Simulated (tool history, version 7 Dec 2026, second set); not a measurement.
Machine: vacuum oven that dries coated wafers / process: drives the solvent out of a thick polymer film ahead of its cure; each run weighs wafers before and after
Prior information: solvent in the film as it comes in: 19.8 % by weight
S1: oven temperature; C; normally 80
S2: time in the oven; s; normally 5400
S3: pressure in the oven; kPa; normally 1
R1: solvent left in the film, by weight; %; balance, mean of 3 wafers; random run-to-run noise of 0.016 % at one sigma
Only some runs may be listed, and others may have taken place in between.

Run 1, day 0: usual settings. Result: R1 1.9 %.
Run 2, day 0.433: usual settings but S1 69 C. Result: R1 5.77 %.
Run 3, day 0.733: usual settings. Result: R1 1.9 %.
Run 4, day 1.279: usual settings but S1 93 C. Result: R1 0.6 %.
Run 5, day 1.658: usual settings but S1 93 C. Result: R1 0.61 %.
Run 6, day 1.95: usual settings. Result: R1 1.88 %.
Run 7, day 2.438: usual settings. Result: R1 1.89 %.
Run 8, day 2.883: usual settings. Result: R1 1.89 %.
Run 9, day 3.162: usual settings but S3 1.35 kPa. Result: R1 2.22 %.
Run 10, day 3.608: usual settings but S3 1.35 kPa. Result: R1 2.19 %.
Run 11, day 3.971: usual settings. Result: R1 1.9 %.
Run 12, day 4.317: usual settings. Result: R1 1.9 %.
Run 13, day 4.854: usual settings but S1 90 C. Result: R1 0.71 %.
Run 14, day 5.229: usual settings. Result: R1 1.88 %.
Run 15, day 5.7: usual settings. Result: R1 1.88 %.
Run 16, day 6.175: usual settings. Result: R1 1.89 %.
Run 17, day 6.538: usual settings but S1 85 C, S2 6960 s, S3 0.82 kPa. Result: R1 0.75 %.
Run 18, day 6.862: usual settings but S1 85 C, S2 6960 s, S3 0.82 kPa. Result: R1 0.75 %.
Run 19, day 7.204: usual settings but S1 85 C, S2 6960 s, S3 0.82 kPa. Result: R1 0.73 %.
Run 20, day 7.567: usual settings but S1 85 C, S2 6960 s, S3 0.82 kPa. Result: R1 0.75 %.
Run 21, day 7.842: usual settings but S1 76 C, S2 6600 s, S3 2.52 kPa. Result: R1 3.84 %.
Run 22, day 8.429: usual settings but S1 89 C, S2 9540 s. Result: R1 0.65 %.
Run 23, day 8.754: usual settings but S1 82 C, S2 4440 s. Result: R1 1.97 %.
Run 24, day 9.304: usual settings but S1 70 C, S2 6900 s, S3 1.1 kPa. Result: R1 4.22 %.
Run 25, day 9.9: usual settings but S1 86 C, S3 3.59 kPa. Result: R1 2.86 %.
Run 26, day 10.262: usual settings but S2 9360 s. Result: R1 1.05 %.
Run 27, day 10.729: usual settings but S2 9360 s. Result: R1 1.05 %.
At day 10.883: oven's thermocouples calibrated.
Run 28, day 11.112: usual settings but S2 9360 s. Result: R1 1.09 %.
Run 29, day 11.617: usual settings but S1 85 C, S3 2.08 kPa. Result: R1 1.91 %.
Run 30, day 11.938: usual settings but S1 85 C, S3 2.08 kPa. Result: R1 1.89 %.
Run 31, day 12.292: usual settings but S1 85 C, S3 2.08 kPa. Result: R1 1.88 %.

5 options for the next run, each taken on its own from the tool as it stands now. Forecast them:
Run A, day 12.638: usual settings but S1 86 C, S3 2.97 kPa. Result: R1 ?.
Run B, day 12.638: usual settings but S1 85 C, S3 0.64 kPa. Result: R1 ?.
Run C, day 12.638: usual settings but S2 5820 s, S3 1.24 kPa. Result: R1 ?.
Run D, day 12.638: usual settings but S1 85 C, S2 9360 s, S3 2.08 kPa. Result: R1 ?.
Run E, day 12.638: usual settings but S1 90 C, S2 8400 s. Result: R1 ?.

run    R1
  A  2.43
  B  0.82
  C  1.93
  D  1.59
  E  0.63
Without the tool's hidden state the same runs would have given:
run    R1
  A  2.42
  B  0.82
  C  1.93
  D  1.58
  E  0.62
